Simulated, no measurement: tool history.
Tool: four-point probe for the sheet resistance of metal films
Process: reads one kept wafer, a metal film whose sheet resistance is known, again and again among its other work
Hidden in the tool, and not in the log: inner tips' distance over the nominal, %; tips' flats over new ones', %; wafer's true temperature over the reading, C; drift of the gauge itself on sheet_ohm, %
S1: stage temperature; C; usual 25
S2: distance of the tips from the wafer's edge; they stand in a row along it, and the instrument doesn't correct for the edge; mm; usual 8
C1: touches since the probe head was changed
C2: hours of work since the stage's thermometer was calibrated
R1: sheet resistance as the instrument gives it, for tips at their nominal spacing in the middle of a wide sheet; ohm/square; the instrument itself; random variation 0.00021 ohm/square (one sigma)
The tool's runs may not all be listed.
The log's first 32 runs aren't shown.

| run | day | S1 | S2 | C1 | C2 | R1 |
|---|---|---|---|---|---|---|
| 33 | 22.496 | 22 | 60 | 40430 | 326 | 1.051781 |
| 34 | 23.375 | 29 | 7 | 41617 | 343 | 1.048882 |
| 35 | 24.104 | 23 | 14 | 42601 | 357 | 1.051695 |
| 36 | 24.954 | 25 | 5 | 43748 | 373 | 1.057616 |
| 37 | 25.442 | 24 | 5 | 44410 | 383 | 1.058327 |
| 38 | 26.217 | 24 | 32 | 45454 | 397 | 1.049735 |
| 39 | 26.642 | 18 | 53 | 46026 | 405 | 1.055517 |
| 40 | 27.058 | 29 | 54 | 46592 | 413 | 1.044751 |
| 41 | 27.817 | 29 | 54 | 47618 | 428 | 1.044527 |
| 42 | 28.725 | 29 | 54 | 48844 | 445 | 1.044448 |
| 43 | 29.525 | 20 | 64 | 49922 | 461 | 1.053209 |

Forecast each of these 3 alternatives for the next run:
| A | 30.379 | 32 | 37 | 51075 | 477 | ? |
| B | 30.379 | 18 | 33 | 51075 | 477 | ? |
| C | 30.379 | 26 | 10 | 51075 | 477 | ? |

| run | R1 |
|---|---|
| A | 1.04187 |
| B | 1.055323 |
| C | 1.049764 |
Without the tool's hidden state the same runs would have given:
| run | R1 |
|---|---|
| A | 1.041793 |
| B | 1.055245 |
| C | 1.049687 |

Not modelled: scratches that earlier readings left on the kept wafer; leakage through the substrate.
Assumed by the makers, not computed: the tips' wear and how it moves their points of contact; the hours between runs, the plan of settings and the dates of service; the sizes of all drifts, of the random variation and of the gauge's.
